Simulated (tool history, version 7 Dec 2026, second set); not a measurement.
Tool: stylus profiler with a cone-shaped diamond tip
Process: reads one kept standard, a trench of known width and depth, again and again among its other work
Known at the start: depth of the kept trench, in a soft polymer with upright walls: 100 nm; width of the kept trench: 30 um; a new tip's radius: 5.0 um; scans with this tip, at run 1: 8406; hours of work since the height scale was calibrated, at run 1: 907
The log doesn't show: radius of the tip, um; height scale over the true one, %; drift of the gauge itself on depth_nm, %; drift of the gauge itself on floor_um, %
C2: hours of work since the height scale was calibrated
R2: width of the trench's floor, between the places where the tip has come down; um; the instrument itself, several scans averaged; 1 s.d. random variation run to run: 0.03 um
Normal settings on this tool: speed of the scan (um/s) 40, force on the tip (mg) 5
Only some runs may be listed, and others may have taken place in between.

{"run": 1, "hour": 0.0, "speed of the scan (um/s)": 40, "force on the tip (mg)": 5, "scans with this tip": 8406, "C2": 907, "depth of the trench (Å)": 1007.9, "R2": 27.61}
{"run": 2, "hour": 39.7, "speed of the scan (um/s)": 40, "force on the tip (mg)": 5, "scans with this tip": 8615, "C2": 929, "depth of the trench (Å)": 1007.4, "R2": 27.57}
{"run": 3, "hour": 91.3, "speed of the scan (um/s)": 40, "force on the tip (mg)": 5, "scans with this tip": 8886, "C2": 959, "depth of the trench (Å)": 1008, "R2": 27.62}
{"run": 4, "hour": 167.6, "speed of the scan (um/s)": 40, "force on the tip (mg)": 3.9, "scans with this tip": 9287, "C2": 1002, "depth of the trench (Å)": 1006.2, "R2": 27.55}
{"run": 5, "hour": 234.6, "speed of the scan (um/s)": 40, "force on the tip (mg)": 3.9, "scans with this tip": 9640, "C2": 1040, "depth of the trench (Å)": 1004.7, "R2": 27.54}
{"run": 6, "hour": 311.3, "speed of the scan (um/s)": 40, "force on the tip (mg)": 3.9, "scans with this tip": 10043, "C2": 1084, "depth of the trench (Å)": 1006.2, "R2": 27.6}
{"run": 7, "hour": 384.3, "speed of the scan (um/s)": 40, "force on the tip (mg)": 3.9, "scans with this tip": 10427, "C2": 1125, "depth of the trench (Å)": 1004.7, "R2": 27.52}
{"run": 8, "hour": 468.1, "speed of the scan (um/s)": 40, "force on the tip (mg)": 3.9, "scans with this tip": 10867, "C2": 1173, "depth of the trench (Å)": 1005.7, "R2": 27.48}
{"run": 9, "hour": 554.0, "speed of the scan (um/s)": 40, "force on the tip (mg)": 3.9, "scans with this tip": 11319, "C2": 1221, "depth of the trench (Å)": 1004.8, "R2": 27.52}
{"run": 10, "hour": 599.9, "speed of the scan (um/s)": 40, "force on the tip (mg)": 3.9, "scans with this tip": 11560, "C2": 1247, "depth of the trench (Å)": 1004, "R2": 27.5}
{"run": 11, "hour": 680.4, "speed of the scan (um/s)": 40, "force on the tip (mg)": 3.9, "scans with this tip": 11984, "C2": 1293, "depth of the trench (Å)": 1004.7, "R2": 27.52}
{"run": 12, "hour": 734.3, "speed of the scan (um/s)": 40, "force on the tip (mg)": 3.9, "scans with this tip": 12267, "C2": 1324, "depth of the trench (Å)": 1004, "R2": 27.47}
{"run": 13, "hour": 815.8, "speed of the scan (um/s)": 13, "force on the tip (mg)": 6.05, "scans with this tip": 12696, "C2": 1370, "depth of the trench (Å)": 1007.1, "R2": 27.63}
{"run": 14, "hour": 895.7, "speed of the scan (um/s)": 13, "force on the tip (mg)": 6.05, "scans with this tip": 13116, "C2": 1415, "depth of the trench (Å)": 1006.2, "R2": 27.56}
{"run": 15, "hour": 931.4, "speed of the scan (um/s)": 13, "force on the tip (mg)": 6.05, "scans with this tip": 13303, "C2": 1435, "depth of the trench (Å)": 1006.7, "R2": 27.62}
{"run": 16, "hour": 994.7, "speed of the scan (um/s)": 58, "force on the tip (mg)": 6.57, "scans with this tip": 13636, "C2": 1471, "depth of the trench (Å)": 1008.1, "R2": 27.43}
{"run": 17, "hour": 1072.5, "speed of the scan (um/s)": 51, "force on the tip (mg)": 5, "scans with this tip": 14045, "C2": 1515, "depth of the trench (Å)": 1004.9, "R2": 27.47}
{"run": 18, "hour": 1153.2, "speed of the scan (um/s)": 51, "force on the tip (mg)": 5, "scans with this tip": 14469, "C2": 1561, "depth of the trench (Å)": 1005.6, "R2": 27.42}
{"run": 19, "hour": 1220.9, "speed of the scan (um/s)": 13, "force on the tip (mg)": 7.72, "scans with this tip": 14825, "C2": 1600, "depth of the trench (Å)": 1009.1, "R2": 27.56}
{"run": 20, "hour": 1307.0, "speed of the scan (um/s)": 25, "force on the tip (mg)": 4.08, "scans with this tip": 15278, "C2": 1648, "depth of the trench (Å)": 1005.1, "R2": 27.48}
{"run": 21, "hour": 1390.9, "speed of the scan (um/s)": 38, "force on the tip (mg)": 3.68, "scans with this tip": 15719, "C2": 1696, "depth of the trench (Å)": 1003, "R2": 27.38}
{"run": 22, "hour": 1433.3, "speed of the scan (um/s)": 38, "force on the tip (mg)": 3.68, "scans with this tip": 15942, "C2": 1720, "depth of the trench (Å)": 1003.1, "R2": 27.4}
{"run": 23, "hour": 1471.7, "speed of the scan (um/s)": 24, "force on the tip (mg)": 10.21, "scans with this tip": 16144, "C2": 1742, "depth of the trench (Å)": 1011.2, "R2": 27.47}
{"run": 24, "hour": 1508.7, "speed of the scan (um/s)": 26, "force on the tip (mg)": 2.9, "scans with this tip": 16338, "C2": 1763, "depth of the trench (Å)": 1002.2, "R2": 27.47}

Each row is a separate what-if for the run after 24, all from the same tool condition, not one after another. Results?
{"run": "A", "hour": 1568.6, "speed of the scan (um/s)": 26, "force on the tip (mg)": 1.67, "scans with this tip": 16653, "C2": 1797, "depth of the trench (Å)": "?", "R2": "?"}
{"run": "B", "hour": 1568.6, "speed of the scan (um/s)": 39, "force on the tip (mg)": 5.84, "scans with this tip": 16653, "C2": 1797, "depth of the trench (Å)": "?", "R2": "?"}
{"run": "C", "hour": 1568.6, "speed of the scan (um/s)": 23, "force on the tip (mg)": 2.9, "scans with this tip": 16653, "C2": 1797, "depth of the trench (Å)": "?", "R2": "?"}
{"run": "D", "hour": 1568.6, "speed of the scan (um/s)": 156, "force on the tip (mg)": 2.9, "scans with this tip": 16653, "C2": 1797, "depth of the trench (Å)": "?", "R2": "?"}

run=A depth_of_the_trench_(Å)=999.9 R2=27.4
run=B depth_of_the_trench_(Å)=1006.6 R2=27.43
run=C depth_of_the_trench_(Å)=1002.3 R2=27.45
run=D depth_of_the_trench_(Å)=1000.8 R2=26.87
Take away the tool's hidden state, keep each run's random variation, and the runs would have read:
run=A depth_of_the_trench_(Å)=1005.2 R2=27.88
run=B depth_of_the_trench_(Å)=1012 R2=27.91
run=C depth_of_the_trench_(Å)=1007.6 R2=27.93
run=D depth_of_the_trench_(Å)=1006.1 R2=27.35
